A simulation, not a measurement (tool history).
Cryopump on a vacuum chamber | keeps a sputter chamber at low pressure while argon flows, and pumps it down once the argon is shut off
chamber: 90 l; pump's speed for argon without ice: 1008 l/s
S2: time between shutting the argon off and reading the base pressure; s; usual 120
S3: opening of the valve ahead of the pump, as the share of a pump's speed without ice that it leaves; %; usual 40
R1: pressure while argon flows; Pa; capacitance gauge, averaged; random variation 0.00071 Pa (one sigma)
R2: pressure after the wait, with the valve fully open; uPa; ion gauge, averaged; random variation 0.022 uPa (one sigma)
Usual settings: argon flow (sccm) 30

Run 1, hour 0: usual settings. Result: R1 0.1347 Pa, R2 0.75 uPa.
Run 2, hour 79.7: usual settings. Result: R1 0.1375 Pa, R2 0.85 uPa.
Run 3, hour 158.8: usual settings. Result: R1 0.1396 Pa, R2 0.99 uPa.
Run 4, hour 233.3: usual settings. Result: R1 0.141 Pa, R2 1.04 uPa.
Run 5, hour 321.8: usual settings but S2 42 s. Result: R1 0.1449 Pa, R2 1.95 uPa.
Run 6, hour 394: usual settings but argon flow (sccm) 32. Result: R1 0.1562 Pa, R2 1.37 uPa.
Run 7, hour 496.9: usual settings but S2 143 s. Result: R1 0.1267 Pa, R2 1.12 uPa.
Run 8, hour 588.5: usual settings but argon flow (sccm) 47, S2 143 s. Result: R1 0.2001 Pa, R2 1.31 uPa.
Run 9, hour 630.3: usual settings but S2 59 s. Result: R1 0.1276 Pa, R2 1.74 uPa.
Run 10, hour 704.5: usual settings but S2 59 s. Result: R1 0.1295 Pa, R2 1.84 uPa.
Run 11, hour 753.9: usual settings but S2 59 s. Result: R1 0.1316 Pa, R2 1.99 uPa.
Run 12, hour 836.4: usual settings but S2 59 s. Result: R1 0.1337 Pa, R2 2.12 uPa.
Run 13, hour 915: usual settings but S2 59 s, S3 16 %. Result: R1 0.3244 Pa, R2 2.24 uPa.
Run 14, hour 973: usual settings but argon flow (sccm) 55, S2 245 s. Result: R1 0.2491 Pa, R2 1.81 uPa.
Run 15, hour 1046.6: usual settings but argon flow (sccm) 55, S2 73 s, S3 27 %. Result: R1 0.3629 Pa, R2 2.31 uPa.
Run 16, hour 1094.2: usual settings but argon flow (sccm) 12, S2 25 s, S3 16 %. Result: R1 0.1313 Pa, R2 3.51 uPa.
Run 17, hour 1170.3: usual settings but argon flow (sccm) 20, S2 54 s, S3 36 %. Result: R1 0.1053 Pa, R2 2.76 uPa.
Run 18, hour 1250: usual settings but argon flow (sccm) 20, S2 54 s, S3 36 %. Result: R1 0.107 Pa, R2 2.95 uPa.
Run 19, hour 1316: usual settings but argon flow (sccm) 52, S2 65 s, S3 51 %. Result: R1 0.2066 Pa, R2 3.09 uPa.
Run 20, hour 1363.2: usual settings but argon flow (sccm) 52, S2 61 s, S3 20 %. Result: R1 0.4773 Pa, R2 3.27 uPa.
Run 21, hour 1443.4: usual settings but argon flow (sccm) 52, S2 61 s, S3 20 %. Result: R1 0.4363 Pa, R2 2.58 uPa.
Run 22, hour 1500.6: usual settings but argon flow (sccm) 52, S2 61 s, S3 20 %. Result: R1 0.4372 Pa, R2 2.67 uPa.
Run 23, hour 1573.6: usual settings but argon flow (sccm) 41, S2 90 s, S3 59 %. Result: R1 0.1219 Pa, R2 2.62 uPa.
Run 24, hour 1641.2: usual settings but argon flow (sccm) 41, S2 90 s, S3 59 %. Result: R1 0.1243 Pa, R2 2.72 uPa.

Not shown: 2 entries that the log had between the listed runs. Between which runs, and how does the tool's hidden state differ before and after?
Between runs 6 and 7: pump warmed up, emptied and cooled again (hour 496.9)
  pump's speed, % of a pump's without ice: 70.7 -> 99.6; cold plate's temperature, K: 12.33 -> 12.35; leak into the chamber, uPa l/s: 743 -> 852
  measured less the result without the state, R1: +0.0228 -> +0.0006 Pa; R2: +0.74 -> +0.55 uPa
Between runs 20 and 21: pump warmed up, emptied and cooled again (hour 1410.6)
  pump's speed, % of a pump's without ice: 69.9 -> 98.9; cold plate's temperature, K: 12.5 -> 12.52; leak into the chamber, uPa l/s: 1754 -> 1839
  measured less the result without the state, R1: +0.039 -> +0.0019 Pa; R2: +2.23 -> +1.57 uPa
